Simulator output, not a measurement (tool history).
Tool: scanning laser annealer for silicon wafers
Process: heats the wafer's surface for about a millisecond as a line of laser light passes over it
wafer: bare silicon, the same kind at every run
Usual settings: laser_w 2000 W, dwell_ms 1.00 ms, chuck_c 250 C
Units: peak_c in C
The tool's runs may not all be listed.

| run | hour | laser_w | dwell_ms | chuck_c | peak_c |
|---|---|---|---|---|---|
| 1 | 0.0 | 2000 | 1.00 | 250 | 932 |
| 2 | 62.5 | 2000 | 1.00 | 250 | 929 |
| 3 | 132.6 | 2000 | 1.00 | 250 | 927 |
| 4 | 210.9 | 2034 | 1.00 | 250 | 935 |
| 5 | 249.3 | 2034 | 1.00 | 250 | 932 |
| 6 | 322.0 | 2000 | 1.00 | 250 | 920 |
|  | 352.2 | window over the wafer cleaned |
| 7 | 403.1 | 2000 | 1.00 | 250 | 953 |
| 8 | 452.4 | 2000 | 1.00 | 250 | 950 |
| 9 | 526.2 | 2000 | 1.00 | 250 | 947 |
| 10 | 583.6 | 1926 | 1.00 | 250 | 920 |
| 11 | 660.1 | 1926 | 1.00 | 250 | 915 |
| 12 | 726.9 | 1926 | 1.00 | 260 | 923 |
| 13 | 782.2 | 1926 | 1.00 | 260 | 923 |
| 14 | 866.2 | 1926 | 1.00 | 260 | 917 |
| 15 | 916.8 | 2000 | 1.00 | 266 | 949 |
| 16 | 996.0 | 2000 | 1.00 | 277 | 957 |
| 17 | 1042.2 | 2000 | 1.00 | 277 | 954 |
|  | 1056.2 | optics aligned, line set to its width |
| 18 | 1131.3 | 2000 | 1.00 | 250 | 920 |
| 19 | 1168.4 | 2000 | 1.00 | 250 | 920 |
| 20 | 1238.9 | 2000 | 1.00 | 250 | 917 |
| 21 | 1313.0 | 2000 | 1.00 | 270 | 932 |
| 22 | 1373.2 | 2192 | 0.73 | 223 | 849 |
| 23 | 1438.8 | 2192 | 0.73 | 223 | 847 |
| 24 | 1473.3 | 1996 | 1.11 | 260 | 948 |
|  | 1560.4 | optics aligned, line set to its width, once more |
| 25 | 1560.4 | 1705 | 1.07 | 264 | 857 |
|  | 1569.3 | window over the wafer cleaned |
| 26 | 1610.0 | 1705 | 1.07 | 264 | 881 |
| 27 | 1672.6 | 1705 | 1.07 | 264 | 879 |
| 28 | 1730.0 | 2000 | 1.00 | 215 | 922 |
| 29 | 1768.9 | 2159 | 0.81 | 250 | 942 |
| 30 | 1839.6 | 2159 | 1.22 | 250 | 1088 |
| 31 | 1883.8 | 2134 | 0.73 | 211 | 855 |
| 32 | 1964.3 | 1916 | 0.72 | 266 | 833 |
| 33 | 2014.8 | 1916 | 0.72 | 266 | 833 |
| 34 | 2095.2 | 2175 | 0.75 | 276 | 938 |
| 35 | 2141.3 | 2095 | 1.20 | 250 | 1039 |
| 36 | 2189.3 | 1940 | 0.82 | 250 | 851 |
| 37 | 2224.9 | 1940 | 0.74 | 276 | 852 |
| 38 | 2300.3 | 2016 | 1.00 | 227 | 919 |
| 39 | 2372.2 | 1890 | 0.78 | 216 | 784 |
| 40 | 2417.6 | 2165 | 0.99 | 231 | 966 |
| 41 | 2459.4 | 2148 | 0.79 | 231 | 887 |

Forecast each of these 4 alternatives for the next run:
| A | 2530.2 | 1965 | 0.79 | 249 | ? |
| B | 2530.2 | 1946 | 1.00 | 250 | ? |
| C | 2530.2 | 2198 | 0.79 | 211 | ? |
| D | 2530.2 | 2195 | 0.93 | 230 | ? |

| run | peak_c |
|---|---|
| A | 842 |
| B | 908 |
| C | 877 |
| D | 952 |
Without the tool's hidden state the same runs would have given:
| run | peak_c |
|---|---|
| A | 877 |
| B | 948 |
| C | 917 |
| D | 995 |
